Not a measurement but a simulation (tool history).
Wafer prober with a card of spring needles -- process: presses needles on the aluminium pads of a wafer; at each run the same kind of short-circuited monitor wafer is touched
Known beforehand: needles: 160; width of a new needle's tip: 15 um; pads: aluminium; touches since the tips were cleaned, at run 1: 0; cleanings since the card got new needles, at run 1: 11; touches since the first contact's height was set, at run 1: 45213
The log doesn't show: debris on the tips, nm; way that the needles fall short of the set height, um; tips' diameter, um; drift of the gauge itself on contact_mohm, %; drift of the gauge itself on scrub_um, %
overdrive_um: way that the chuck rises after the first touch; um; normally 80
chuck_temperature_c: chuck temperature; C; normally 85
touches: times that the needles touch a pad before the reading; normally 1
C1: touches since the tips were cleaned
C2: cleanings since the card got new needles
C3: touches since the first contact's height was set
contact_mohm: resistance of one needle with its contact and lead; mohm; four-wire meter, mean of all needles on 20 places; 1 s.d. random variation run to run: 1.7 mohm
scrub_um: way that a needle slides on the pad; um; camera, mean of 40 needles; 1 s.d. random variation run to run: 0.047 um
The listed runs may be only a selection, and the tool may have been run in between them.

{"run": 1, "hour": 0.0, "overdrive_um": 80, "chuck_temperature_c": 85, "touches": 1, "C1": 0, "C2": 11, "C3": 45213, "contact_mohm": 172, "scrub_um": 21.62}
{"hour": 6.6, "done": "tips cleaned on abrasive film"}
{"hour": 13.0, "done": "tips cleaned on abrasive film"}
{"hour": 18.3, "done": "tips cleaned on abrasive film"}
{"run": 2, "hour": 20.7, "overdrive_um": 91, "chuck_temperature_c": 85, "touches": 1, "C1": 1698, "C2": 14, "C3": 59411, "contact_mohm": 170, "scrub_um": 24.54}
{"hour": 24.4, "done": "tips cleaned on abrasive film"}
{"hour": 30.7, "done": "tips cleaned on abrasive film"}
{"hour": 37.1, "done": "tips cleaned on abrasive film"}
{"run": 3, "hour": 38.0, "overdrive_um": 91, "chuck_temperature_c": 85, "touches": 1, "C1": 635, "C2": 17, "C3": 71204, "contact_mohm": 170, "scrub_um": 24.63}
{"hour": 42.9, "done": "tips cleaned on abrasive film"}
{"hour": 48.2, "done": "tips cleaned on abrasive film"}
{"hour": 54.8, "done": "tips cleaned on abrasive film"}
{"hour": 60.8, "done": "tips cleaned on abrasive film"}
{"run": 4, "hour": 61.0, "overdrive_um": 91, "chuck_temperature_c": 85, "touches": 1, "C1": 164, "C2": 21, "C3": 86941, "contact_mohm": 169, "scrub_um": 24.54}
{"hour": 66.3, "done": "tips cleaned on abrasive film"}
{"hour": 72.4, "done": "tips cleaned on abrasive film"}
{"hour": 78.9, "done": "tips cleaned on abrasive film"}
{"hour": 84.4, "done": "tips cleaned on abrasive film"}
{"run": 5, "hour": 84.4, "overdrive_um": 91, "chuck_temperature_c": 85, "touches": 1, "C1": 0, "C2": 25, "C3": 102894, "contact_mohm": 168, "scrub_um": 24.5}
{"hour": 89.7, "done": "tips cleaned on abrasive film"}
{"hour": 96.3, "done": "tips cleaned on abrasive film"}
{"hour": 97.9, "done": "height of the first contact set anew"}
{"run": 6, "hour": 99.8, "overdrive_um": 91, "chuck_temperature_c": 85, "touches": 1, "C1": 2263, "C2": 27, "C3": 1362, "contact_mohm": 172, "scrub_um": 24.47}
{"hour": 102.3, "done": "tips cleaned on abrasive film"}
{"hour": 108.6, "done": "tips cleaned on abrasive film"}
{"hour": 114.9, "done": "tips cleaned on abrasive film"}
{"run": 7, "hour": 114.9, "overdrive_um": 91, "chuck_temperature_c": 85, "touches": 1, "C1": 0, "C2": 30, "C3": 11642, "contact_mohm": 164, "scrub_um": 24.49}
{"hour": 121.5, "done": "tips cleaned on abrasive film"}
{"hour": 128.0, "done": "tips cleaned on abrasive film"}
{"run": 8, "hour": 128.5, "overdrive_um": 91, "chuck_temperature_c": 85, "touches": 1, "C1": 313, "C2": 32, "C3": 20894, "contact_mohm": 169, "scrub_um": 24.5}
{"hour": 133.5, "done": "tips cleaned on abrasive film"}
{"hour": 139.7, "done": "tips cleaned on abrasive film"}
{"hour": 145.3, "done": "tips cleaned on abrasive film"}
{"run": 9, "hour": 145.3, "overdrive_um": 91, "chuck_temperature_c": 85, "touches": 1, "C1": 0, "C2": 35, "C3": 32393, "contact_mohm": 167, "scrub_um": 24.4}
{"hour": 151.8, "done": "tips cleaned on abrasive film"}
{"hour": 158.1, "done": "tips cleaned on abrasive film"}
{"hour": 164.0, "done": "tips cleaned on abrasive film"}
{"run": 10, "hour": 164.6, "overdrive_um": 91, "chuck_temperature_c": 103, "touches": 1, "C1": 406, "C2": 38, "C3": 45565, "contact_mohm": 172, "scrub_um": 24.39}
{"hour": 169.8, "done": "tips cleaned on abrasive film"}
{"run": 11, "hour": 174.9, "overdrive_um": 91, "chuck_temperature_c": 103, "touches": 1, "C1": 3531, "C2": 39, "C3": 52655, "contact_mohm": 170, "scrub_um": 24.33}
{"hour": 176.2, "done": "tips cleaned on abrasive film"}
{"hour": 182.5, "done": "tips cleaned on abrasive film"}
{"hour": 188.5, "done": "tips cleaned on abrasive film"}
{"hour": 194.3, "done": "tips cleaned on abrasive film"}
{"run": 12, "hour": 194.3, "overdrive_um": 80, "chuck_temperature_c": 85, "touches": 1, "C1": 0, "C2": 43, "C3": 65890, "contact_mohm": 168, "scrub_um": 21.37}
{"hour": 199.6, "done": "tips cleaned on abrasive film"}
{"hour": 205.4, "done": "tips cleaned on abrasive film"}
{"hour": 211.9, "done": "tips cleaned on abrasive film"}
{"run": 13, "hour": 216.0, "overdrive_um": 80, "chuck_temperature_c": 85, "touches": 1, "C1": 2857, "C2": 46, "C3": 80740, "contact_mohm": 170, "scrub_um": 21.3}
{"hour": 217.3, "done": "tips cleaned on abrasive film"}
{"hour": 223.5, "done": "tips cleaned on abrasive film"}
{"hour": 228.8, "done": "tips cleaned on abrasive film"}
{"hour": 234.8, "done": "tips cleaned on abrasive film"}
{"run": 14, "hour": 239.1, "overdrive_um": 80, "chuck_temperature_c": 85, "touches": 1, "C1": 2982, "C2": 50, "C3": 96525, "contact_mohm": 170, "scrub_um": 21.26}
{"hour": 240.5, "done": "tips cleaned on abrasive film"}
{"hour": 246.7, "done": "tips cleaned on abrasive film"}
{"hour": 252.0, "done": "tips cleaned on abrasive film"}
{"run": 15, "hour": 252.0, "overdrive_um": 80, "chuck_temperature_c": 85, "touches": 1, "C1": 0, "C2": 53, "C3": 105318, "contact_mohm": 167, "scrub_um": 21.32}
{"hour": 258.4, "done": "tips cleaned on abrasive film"}
{"hour": 261.2, "done": "height of the first contact set anew"}
{"hour": 263.9, "done": "tips cleaned on abrasive film"}
{"hour": 269.8, "done": "tips cleaned on abrasive film"}
{"run": 16, "hour": 274.0, "overdrive_um": 77, "chuck_temperature_c": 77, "touches": 1, "C1": 2891, "C2": 56, "C3": 8699, "contact_mohm": 172, "scrub_um": 20.48}
{"hour": 275.4, "done": "tips cleaned on abrasive film"}
{"hour": 282.0, "done": "tips cleaned on abrasive film"}
{"hour": 288.2, "done": "tips cleaned on abrasive film"}
{"hour": 294.3, "done": "tips cleaned on abrasive film"}
{"run": 17, "hour": 294.3, "overdrive_um": 84, "chuck_temperature_c": 77, "touches": 1, "C1": 0, "C2": 60, "C3": 22537, "contact_mohm": 164, "scrub_um": 22.33}
{"hour": 300.4, "done": "tips cleaned on abrasive film"}
{"hour": 306.6, "done": "tips cleaned on abrasive film"}
{"run": 18, "hour": 309.6, "overdrive_um": 80, "chuck_temperature_c": 56, "touches": 1, "C1": 2081, "C2": 62, "C3": 33054, "contact_mohm": 162, "scrub_um": 21.21}
{"hour": 312.3, "done": "tips cleaned on abrasive film"}
{"hour": 317.6, "done": "tips cleaned on abrasive film"}
{"hour": 323.8, "done": "tips cleaned on abrasive film"}
{"run": 19, "hour": 324.6, "overdrive_um": 85, "chuck_temperature_c": 34, "touches": 1, "C1": 558, "C2": 65, "C3": 43275, "contact_mohm": 159, "scrub_um": 22.53}
{"hour": 329.9, "done": "tips cleaned on abrasive film"}
{"hour": 336.2, "done": "tips cleaned on abrasive film"}
{"hour": 341.5, "done": "tips cleaned on abrasive film"}
{"run": 20, "hour": 344.8, "overdrive_um": 80, "chuck_temperature_c": 85, "touches": 2, "C1": 2285, "C2": 68, "C3": 57102, "contact_mohm": 169, "scrub_um": 21.18}
{"hour": 347.5, "done": "tips cleaned on abrasive film"}
{"hour": 353.5, "done": "tips cleaned on abrasive film"}
{"hour": 359.8, "done": "tips cleaned on abrasive film"}
{"run": 21, "hour": 360.0, "overdrive_um": 90, "chuck_temperature_c": 85, "touches": 2, "C1": 140, "C2": 71, "C3": 67441, "contact_mohm": 168, "scrub_um": 23.9}
{"hour": 365.3, "done": "tips cleaned on abrasive film"}
{"hour": 371.2, "done": "tips cleaned on abrasive film"}
{"hour": 376.5, "done": "tips cleaned on abrasive film"}
{"hour": 381.9, "done": "tips cleaned on abrasive film"}
{"run": 22, "hour": 381.9, "overdrive_um": 96, "chuck_temperature_c": 116, "touches": 2, "C1": 0, "C2": 75, "C3": 82401, "contact_mohm": 173, "scrub_um": 25.33}
{"hour": 387.1, "done": "gauge calibrated"}
{"hour": 387.2, "done": "tips cleaned on abrasive film"}
{"hour": 393.5, "done": "tips cleaned on abrasive film"}
{"run": 23, "hour": 397.8, "overdrive_um": 87, "chuck_temperature_c": 48, "touches": 2, "C1": 2984, "C2": 77, "C3": 93271, "contact_mohm": 159, "scrub_um": 23.52}
{"hour": 398.9, "done": "tips cleaned on abrasive film"}
{"hour": 405.2, "done": "tips cleaned on abrasive film"}
{"hour": 411.6, "done": "tips cleaned on abrasive film"}
{"hour": 416.9, "done": "tips cleaned on abrasive film"}
{"run": 24, "hour": 418.2, "overdrive_um": 86, "chuck_temperature_c": 39, "touches": 2, "C1": 908, "C2": 81, "C3": 107191, "contact_mohm": 160, "scrub_um": 23.31}
{"hour": 422.9, "done": "tips cleaned on abrasive film"}
{"hour": 425.5, "done": "height of the first contact set anew"}
{"hour": 429.3, "done": "tips cleaned on abrasive film"}
{"hour": 435.7, "done": "tips cleaned on abrasive film"}
{"run": 25, "hour": 438.6, "overdrive_um": 86, "chuck_temperature_c": 39, "touches": 2, "C1": 1964, "C2": 84, "C3": 8962, "contact_mohm": 156, "scrub_um": 23.2}
{"hour": 441.3, "done": "tips cleaned on abrasive film"}
{"hour": 447.9, "done": "tips cleaned on abrasive film"}
{"hour": 454.1, "done": "tips cleaned on abrasive film"}
{"hour": 460.0, "done": "tips cleaned on abrasive film"}
{"run": 26, "hour": 461.5, "overdrive_um": 100, "chuck_temperature_c": 89, "touches": 3, "C1": 1066, "C2": 88, "C3": 24624, "contact_mohm": 168, "scrub_um": 26.99}
{"hour": 466.3, "done": "tips cleaned on abrasive film"}
{"hour": 471.6, "done": "tips cleaned on abrasive film"}
{"hour": 477.9, "done": "tips cleaned on abrasive film"}
{"hour": 484.0, "done": "tips cleaned on abrasive film"}
{"run": 27, "hour": 484.0, "overdrive_um": 88, "chuck_temperature_c": 31, "touches": 2, "C1": 0, "C2": 92, "C3": 39990, "contact_mohm": 158, "scrub_um": 23.65}
{"hour": 490.5, "done": "tips cleaned on abrasive film"}
{"hour": 496.8, "done": "tips cleaned on abrasive film"}
{"run": 28, "hour": 496.8, "overdrive_um": 99, "chuck_temperature_c": 85, "touches": 2, "C1": 0, "C2": 94, "C3": 48728, "contact_mohm": 168, "scrub_um": 26.68}

Consider 4 possible next runs. They are alternatives, not a sequence: every one starts from the tool as it was left by run 28. What does each give?
{"hour": 503.4, "done": "tips cleaned on abrasive film"}
{"run": "A", "hour": 507.3, "overdrive_um": 61, "chuck_temperature_c": 31, "touches": 1, "C1": 2748, "C2": 95, "C3": 55980, "contact_mohm": "?", "scrub_um": "?"}
{"hour": 503.4, "done": "tips cleaned on abrasive film"}
{"run": "B", "hour": 507.3, "overdrive_um": 80, "chuck_temperature_c": 45, "touches": 2, "C1": 2748, "C2": 95, "C3": 55980, "contact_mohm": "?", "scrub_um": "?"}
{"hour": 503.4, "done": "tips cleaned on abrasive film"}
{"run": "C", "hour": 507.3, "overdrive_um": 91, "chuck_temperature_c": 34, "touches": 3, "C1": 2748, "C2": 95, "C3": 55980, "contact_mohm": "?", "scrub_um": "?"}
{"hour": 503.4, "done": "tips cleaned on abrasive film"}
{"run": "D", "hour": 507.3, "overdrive_um": 99, "chuck_temperature_c": 85, "touches": 3, "C1": 2748, "C2": 95, "C3": 55980, "contact_mohm": "?", "scrub_um": "?"}

run=A contact_mohm=160 scrub_um=16.38
run=B contact_mohm=162 scrub_um=21.46
run=C contact_mohm=162 scrub_um=24.47
run=D contact_mohm=168 scrub_um=26.59
The same runs, with their run-to-run variation unchanged, on a tool lacking any hidden condition would have given:
run=A contact_mohm=159 scrub_um=16.51
run=B contact_mohm=162 scrub_um=21.64
run=C contact_mohm=162 scrub_um=24.66
run=D contact_mohm=168 scrub_um=26.81

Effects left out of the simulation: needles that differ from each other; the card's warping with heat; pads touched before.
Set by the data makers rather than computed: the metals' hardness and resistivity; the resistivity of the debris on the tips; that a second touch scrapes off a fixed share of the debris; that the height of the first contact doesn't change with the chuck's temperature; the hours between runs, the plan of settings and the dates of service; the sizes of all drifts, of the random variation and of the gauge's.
